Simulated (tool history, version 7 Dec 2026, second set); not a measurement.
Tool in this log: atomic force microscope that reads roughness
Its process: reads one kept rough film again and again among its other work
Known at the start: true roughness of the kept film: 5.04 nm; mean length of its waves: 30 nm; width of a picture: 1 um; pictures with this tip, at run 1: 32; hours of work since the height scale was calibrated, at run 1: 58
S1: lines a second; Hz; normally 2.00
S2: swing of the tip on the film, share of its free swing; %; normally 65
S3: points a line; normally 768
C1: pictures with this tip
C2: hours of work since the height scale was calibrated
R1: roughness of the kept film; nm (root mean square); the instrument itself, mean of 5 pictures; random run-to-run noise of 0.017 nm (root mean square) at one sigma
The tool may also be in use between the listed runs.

run	day	S1	S2	S3	C1	C2	R1
1	0.000	2.00	65	768	32	58	4.097
2	0.771	2.00	65	768	67	69	3.981
3	1.429	2.00	65	768	97	79	3.849
4	2.167	1.65	65	768	130	89	3.757
5	2.804	1.65	65	768	159	98	3.677
6	3.271	2.00	65	269	181	105	3.548
7	3.746	2.00	65	269	202	112	3.474
8	4.371	2.00	65	269	231	121	3.394
9	5.079	2.00	65	843	263	131	3.348
10	5.850	2.00	78	843	298	142	3.186
11	6.288	2.00	78	843	318	148	3.152
# day 6.379: new tip fitted
12	6.667	2.00	78	843	13	153	4.072
13	7.279	2.00	65	768	41	162	4.083
14	7.950	2.00	65	768	72	171	3.960
15	8.329	2.00	65	768	89	177	3.886
16	9.108	2.00	65	768	125	188	3.750
17	9.833	2.00	65	768	158	198	3.643
18	10.288	2.00	88	768	178	205	3.425
19	10.904	2.00	88	768	206	213	3.322
20	11.388	2.00	88	768	228	220	3.289
21	11.708	2.00	65	768	243	225	3.376
22	12.175	2.00	65	768	264	232	3.342
23	12.588	2.00	65	768	283	237	3.298
24	13.146	2.00	65	768	308	245	3.250
# day 13.421: new tip fitted
25	13.696	2.00	74	768	13	253	4.106
26	14.275	2.00	74	325	39	261	3.996
27	14.642	2.00	74	325	56	266	3.938
28	15.075	2.00	81	867	75	273	3.837
29	15.458	1.53	70	419	93	278	3.859
30	16.162	1.53	70	419	125	288	3.745
31	16.650	2.00	70	781	147	295	3.689
32	17.196	2.00	70	781	172	303	3.611
33	17.562	3.70	65	768	189	308	3.496
34	18.092	1.46	65	442	213	316	3.504
35	18.467	1.46	65	442	230	321	3.442
36	18.838	1.03	63	444	247	326	3.407
37	19.225	1.03	63	444	265	332	3.346
38	19.967	1.03	63	444	298	342	3.295
39	20.404	1.03	63	444	318	349	3.243
# day 20.471: new tip fitted
40	20.812	2.00	65	564	16	354	4.172
41	21.425	2.68	81	534	44	363	3.883
42	22.100	2.96	75	768	74	373	3.795
43	22.425	0.99	73	768	89	377	3.895
44	23.142	0.99	73	768	122	387	3.744
45	23.529	1.18	83	369	140	393	3.639
46	24.283	1.03	62	768	174	404	3.659
47	24.625	1.03	62	768	189	409	3.610
48	25.125	1.58	65	578	212	416	3.502
49	25.612	3.54	55	975	234	423	3.419
50	26.321	0.54	69	566	267	433	3.384
51	26.975	3.30	65	675	296	442	3.213
# day 27.504: new tip fitted
52	27.567	3.30	65	675	3	450	4.180
53	27.921	3.30	65	675	19	455	4.099

Branching from run 53: 4 alternative next runs. What would each branch give?
A	28.646	2.00	61	943	52	466	?
B	28.646	2.91	76	549	52	466	?
C	28.646	2.00	85	509	52	466	?
D	28.646	2.00	64	768	52	466	?

run	R1
A	4.057
B	3.845
C	3.843
D	4.057
Without the tool's unlogged condition, the same runs would have read:
run	R1
A	4.294
B	4.071
C	4.068
D	4.294
